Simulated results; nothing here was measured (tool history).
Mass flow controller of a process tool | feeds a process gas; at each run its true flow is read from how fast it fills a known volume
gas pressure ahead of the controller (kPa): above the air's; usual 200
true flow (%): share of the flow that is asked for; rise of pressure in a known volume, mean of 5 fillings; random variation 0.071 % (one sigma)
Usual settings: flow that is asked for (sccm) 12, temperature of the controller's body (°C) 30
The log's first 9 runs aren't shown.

run    hour  flow that is asked for (sccm)  gas pressure ahead of the controller (kPa)  temperature of the controller's body (°C)  true flow (%)
 10   646.7                             12                                         200                                         30         100.20
 11   711.5                             12                                         200                                         30         100.07
 12   774.0                             12                                         200                                         30         100.15
 13   828.6                             12                                         200                                         30         100.34
 14   888.8                             12                                         200                                         30         100.43
 15   959.5                             12                                         192                                         30         100.52
 16  1028.5                             12                                         192                                         30         100.50
 17  1095.6                             12                                         200                                         30         100.45
 18  1137.3                             12                                         200                                         30         100.54
 19  1232.8                             12                                         200                                         30         100.77
 20  1326.1                             12                                         200                                         30         100.76
 21  1384.3                             12                                         200                                         30         100.84
 22  1449.6                             12                                         200                                         30         100.82
 23  1537.2                             12                                         200                                         30         101.05
 24  1625.6                             12                                         200                                         30         101.01
 25  1701.6                             12                                         200                                         30         101.24
 26  1769.3                             12                                         192                                         21         100.54
     1788.1  -- gauge calibrated
 27  1824.8                             12                                         192                                         21          98.89
 28  1913.6                              5                                         192                                         22          98.28

Forecast run 29:
 29  1964.9                              4                                         192                                         34              ?

true flow (%): 99.10
Without the tool's hidden state the same run would have given true flow (%) 98.92.
